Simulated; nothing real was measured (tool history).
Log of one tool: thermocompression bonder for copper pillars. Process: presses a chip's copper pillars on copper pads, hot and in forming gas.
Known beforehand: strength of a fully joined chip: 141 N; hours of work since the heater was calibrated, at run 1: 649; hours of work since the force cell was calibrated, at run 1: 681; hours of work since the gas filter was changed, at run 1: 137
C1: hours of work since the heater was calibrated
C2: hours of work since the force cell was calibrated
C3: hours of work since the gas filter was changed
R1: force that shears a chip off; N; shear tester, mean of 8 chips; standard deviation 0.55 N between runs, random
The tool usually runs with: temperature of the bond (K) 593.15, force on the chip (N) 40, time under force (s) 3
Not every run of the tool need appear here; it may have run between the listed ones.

run 1 hour=0.0 | temperature_of_the_bond_(K)=593.15 force_on_the_chip_(N)=40 time_under_force_(s)=3 | C1=649 C2=681 C3=137 | R1=54.4
run 2 hour=44.1 | temperature_of_the_bond_(K)=593.15 force_on_the_chip_(N)=40 time_under_force_(s)=3 | C1=666 C2=698 C3=155 | R1=54.3
run 3 hour=78.7 | temperature_of_the_bond_(K)=593.15 force_on_the_chip_(N)=40 time_under_force_(s)=3 | C1=680 C2=712 C3=169 | R1=53.6
run 4 hour=131.8 | temperature_of_the_bond_(K)=593.15 force_on_the_chip_(N)=40 time_under_force_(s)=2 | C1=702 C2=733 C3=190 | R1=45.7
run 5 hour=173.7 | temperature_of_the_bond_(K)=593.15 force_on_the_chip_(N)=40 time_under_force_(s)=2 | C1=718 C2=750 C3=207 | R1=46.0
run 6 hour=217.5 | temperature_of_the_bond_(K)=593.15 force_on_the_chip_(N)=40 time_under_force_(s)=2 | C1=736 C2=768 C3=224 | R1=46.0
run 7 hour=253.6 | temperature_of_the_bond_(K)=593.15 force_on_the_chip_(N)=40 time_under_force_(s)=2 | C1=750 C2=782 C3=239 | R1=45.6
run 8 hour=285.5 | temperature_of_the_bond_(K)=593.15 force_on_the_chip_(N)=40 time_under_force_(s)=3 | C1=763 C2=795 C3=251 | R1=53.7
-- hour=294.1 heater calibrated with a thermocouple chip
run 9 hour=340.0 | temperature_of_the_bond_(K)=593.15 force_on_the_chip_(N)=40 time_under_force_(s)=3 | C1=18 C2=816 C3=272 | R1=51.4
run 10 hour=393.4 | temperature_of_the_bond_(K)=593.15 force_on_the_chip_(N)=40 time_under_force_(s)=3 | C1=40 C2=837 C3=294 | R1=51.0
run 11 hour=429.5 | temperature_of_the_bond_(K)=593.15 force_on_the_chip_(N)=40 time_under_force_(s)=3 | C1=54 C2=852 C3=308 | R1=50.9
run 12 hour=482.4 | temperature_of_the_bond_(K)=593.15 force_on_the_chip_(N)=40 time_under_force_(s)=3 | C1=75 C2=873 C3=329 | R1=50.2
run 13 hour=528.4 | temperature_of_the_bond_(K)=593.15 force_on_the_chip_(N)=40 time_under_force_(s)=3 | C1=94 C2=891 C3=348 | R1=50.3
run 14 hour=553.6 | temperature_of_the_bond_(K)=593.15 force_on_the_chip_(N)=40 time_under_force_(s)=3 | C1=104 C2=901 C3=358 | R1=50.3
run 15 hour=600.7 | temperature_of_the_bond_(K)=610.15 force_on_the_chip_(N)=40 time_under_force_(s)=3 | C1=123 C2=920 C3=377 | R1=60.4
run 16 hour=637.8 | temperature_of_the_bond_(K)=610.15 force_on_the_chip_(N)=40 time_under_force_(s)=3 | C1=138 C2=935 C3=392 | R1=59.9
-- hour=666.9 forming gas filter changed
run 17 hour=681.7 | temperature_of_the_bond_(K)=610.15 force_on_the_chip_(N)=40 time_under_force_(s)=3 | C1=155 C2=952 C3=6 | R1=65.3
run 18 hour=736.6 | temperature_of_the_bond_(K)=610.15 force_on_the_chip_(N)=40 time_under_force_(s)=3 | C1=177 C2=974 C3=28 | R1=64.5
run 19 hour=772.8 | temperature_of_the_bond_(K)=610.15 force_on_the_chip_(N)=40 time_under_force_(s)=3 | C1=191 C2=989 C3=42 | R1=66.6
run 20 hour=815.1 | temperature_of_the_bond_(K)=619.15 force_on_the_chip_(N)=49 time_under_force_(s)=2 | C1=208 C2=1006 C3=59 | R1=76.0
run 21 hour=853.3 | temperature_of_the_bond_(K)=619.15 force_on_the_chip_(N)=49 time_under_force_(s)=2 | C1=224 C2=1021 C3=75 | R1=75.6
run 22 hour=910.9 | temperature_of_the_bond_(K)=619.15 force_on_the_chip_(N)=49 time_under_force_(s)=2 | C1=247 C2=1044 C3=98 | R1=73.7
run 23 hour=948.0 | temperature_of_the_bond_(K)=593.15 force_on_the_chip_(N)=40 time_under_force_(s)=8 | C1=261 C2=1059 C3=112 | R1=77.2
run 24 hour=988.7 | temperature_of_the_bond_(K)=585.15 force_on_the_chip_(N)=31 time_under_force_(s)=3 | C1=278 C2=1075 C3=129 | R1=36.9
run 25 hour=1024.4 | temperature_of_the_bond_(K)=585.15 force_on_the_chip_(N)=31 time_under_force_(s)=3 | C1=292 C2=1089 C3=143 | R1=37.3
run 26 hour=1055.8 | temperature_of_the_bond_(K)=588.15 force_on_the_chip_(N)=40 time_under_force_(s)=3 | C1=305 C2=1102 C3=156 | R1=51.2
run 27 hour=1088.0 | temperature_of_the_bond_(K)=588.15 force_on_the_chip_(N)=40 time_under_force_(s)=3 | C1=317 C2=1115 C3=168 | R1=49.9
run 28 hour=1132.5 | temperature_of_the_bond_(K)=588.15 force_on_the_chip_(N)=40 time_under_force_(s)=3 | C1=335 C2=1133 C3=186 | R1=50.3
run 29 hour=1180.3 | temperature_of_the_bond_(K)=588.15 force_on_the_chip_(N)=40 time_under_force_(s)=3 | C1=354 C2=1152 C3=205 | R1=51.0
run 30 hour=1206.4 | temperature_of_the_bond_(K)=588.15 force_on_the_chip_(N)=40 time_under_force_(s)=3 | C1=365 C2=1162 C3=216 | R1=50.6
run 31 hour=1241.2 | temperature_of_the_bond_(K)=588.15 force_on_the_chip_(N)=40 time_under_force_(s)=3 | C1=379 C2=1176 C3=230 | R1=50.7
run 32 hour=1282.6 | temperature_of_the_bond_(K)=606.15 force_on_the_chip_(N)=40 time_under_force_(s)=4 | C1=395 C2=1193 C3=246 | R1=67.9
run 33 hour=1338.4 | temperature_of_the_bond_(K)=606.15 force_on_the_chip_(N)=40 time_under_force_(s)=4 | C1=418 C2=1215 C3=269 | R1=66.3
run 34 hour=1382.6 | temperature_of_the_bond_(K)=572.15 force_on_the_chip_(N)=33 time_under_force_(s)=2 | C1=435 C2=1233 C3=286 | R1=27.1
run 35 hour=1424.0 | temperature_of_the_bond_(K)=607.15 force_on_the_chip_(N)=33 time_under_force_(s)=7 | C1=452 C2=1249 C3=303 | R1=67.1
run 36 hour=1476.6 | temperature_of_the_bond_(K)=618.15 force_on_the_chip_(N)=25 time_under_force_(s)=3 | C1=473 C2=1270 C3=324 | R1=40.3
run 37 hour=1501.2 | temperature_of_the_bond_(K)=618.15 force_on_the_chip_(N)=25 time_under_force_(s)=3 | C1=483 C2=1280 C3=334 | R1=40.6
run 38 hour=1550.9 | temperature_of_the_bond_(K)=581.15 force_on_the_chip_(N)=32 time_under_force_(s)=3 | C1=503 C2=1300 C3=354 | R1=35.7

Forecast each of these 5 alternatives for the next run:
run A hour=1582.7 | temperature_of_the_bond_(K)=603.15 force_on_the_chip_(N)=40 time_under_force_(s)=3 | C1=515 C2=1313 C3=366 | R1=?
run B hour=1582.7 | temperature_of_the_bond_(K)=581.15 force_on_the_chip_(N)=26 time_under_force_(s)=3 | C1=515 C2=1313 C3=366 | R1=?
run C hour=1582.7 | temperature_of_the_bond_(K)=593.15 force_on_the_chip_(N)=49 time_under_force_(s)=3 | C1=515 C2=1313 C3=366 | R1=?
run D hour=1582.7 | temperature_of_the_bond_(K)=578.15 force_on_the_chip_(N)=42 time_under_force_(s)=3 | C1=515 C2=1313 C3=366 | R1=?
run E hour=1582.7 | temperature_of_the_bond_(K)=581.15 force_on_the_chip_(N)=24 time_under_force_(s)=3 | C1=515 C2=1313 C3=366 | R1=?

run=A R1=59.5
run=B R1=27.3
run=C R1=64.9
run=D R1=46.4
run=E R1=24.3
The same runs, with their run-to-run variation unchanged, on a tool lacking any hidden condition would have given:
run=A R1=61.0
run=B R1=27.6
run=C R1=66.9
run=D R1=47.3
run=E R1=24.6
